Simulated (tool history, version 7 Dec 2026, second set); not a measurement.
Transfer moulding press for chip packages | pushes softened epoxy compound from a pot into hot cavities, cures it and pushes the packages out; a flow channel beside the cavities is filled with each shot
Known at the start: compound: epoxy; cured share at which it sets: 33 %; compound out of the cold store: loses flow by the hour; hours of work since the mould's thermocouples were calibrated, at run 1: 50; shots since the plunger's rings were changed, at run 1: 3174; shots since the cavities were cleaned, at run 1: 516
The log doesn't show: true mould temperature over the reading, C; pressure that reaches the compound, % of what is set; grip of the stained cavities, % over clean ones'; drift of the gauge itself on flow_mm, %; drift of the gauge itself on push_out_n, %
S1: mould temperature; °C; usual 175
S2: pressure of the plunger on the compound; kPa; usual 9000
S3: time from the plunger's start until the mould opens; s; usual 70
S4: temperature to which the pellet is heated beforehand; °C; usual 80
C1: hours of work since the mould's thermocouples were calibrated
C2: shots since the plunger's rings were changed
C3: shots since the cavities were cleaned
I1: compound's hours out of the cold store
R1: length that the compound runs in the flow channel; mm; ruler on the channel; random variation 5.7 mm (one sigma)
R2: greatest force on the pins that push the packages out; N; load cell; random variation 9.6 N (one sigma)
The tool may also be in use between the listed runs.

| run | hour | S1 | S2 | S3 | S4 | C1 | C2 | C3 | I1 | R1 | R2 |
|---|---|---|---|---|---|---|---|---|---|---|---|
| 1 | 0 | 175 | 9000 | 70 | 80 | 50 | 3174 | 516 | 24.7 | 814 | 844 |
|  | 14.1 | plunger's sealing rings changed |
| 2 | 15.2 | 175 | 9000 | 70 | 80 | 57 | 14 | 685 | 12.9 | 889 | 887 |
| 3 | 21.1 | 175 | 9000 | 70 | 80 | 60 | 93 | 764 | 10.1 | 892 | 959 |
| 4 | 32 | 175 | 9000 | 70 | 80 | 67 | 240 | 911 | 46.7 | 795 | 943 |
|  | 41.3 | cavities cleaned with cleaning compound and waxed |
| 5 | 42.1 | 175 | 9000 | 70 | 80 | 71 | 355 | 11 | 14.8 | 877 | 1088 |
| 6 | 54.2 | 175 | 9000 | 70 | 80 | 78 | 516 | 172 | 29 | 835 | 1055 |
| 7 | 60.1 | 178 | 9000 | 70 | 80 | 82 | 595 | 251 | 23.1 | 835 | 902 |
| 8 | 67.9 | 175 | 9420 | 70 | 80 | 86 | 701 | 357 | 8.3 | 917 | 1052 |
| 9 | 78.2 | 175 | 9000 | 53 | 80 | 92 | 838 | 494 | 29.5 | 822 | 2000 |
| 10 | 88.8 | 175 | 10910 | 70 | 80 | 98 | 981 | 637 | 47.1 | 859 | 975 |
| 11 | 100.9 | 175 | 10910 | 70 | 80 | 105 | 1142 | 798 | 30.4 | 896 | 993 |
| 12 | 108.9 | 175 | 10910 | 70 | 80 | 109 | 1250 | 906 | 34.8 | 890 | 1012 |
|  | 113.6 | cavities cleaned with cleaning compound and waxed, once more |
| 13 | 117.5 | 175 | 9000 | 70 | 80 | 113 | 1344 | 52 | 41.3 | 778 | 487 |

Forecast run 14:
| 14 | 127.3 | 175 | 9000 | 70 | 80 | 119 | 1476 | 184 | 8.6 | ? | ? |

R1: 881 mm
R2: 661 N
Without the tool's hidden state the same run would have given R1 906 mm, R2 453 N.

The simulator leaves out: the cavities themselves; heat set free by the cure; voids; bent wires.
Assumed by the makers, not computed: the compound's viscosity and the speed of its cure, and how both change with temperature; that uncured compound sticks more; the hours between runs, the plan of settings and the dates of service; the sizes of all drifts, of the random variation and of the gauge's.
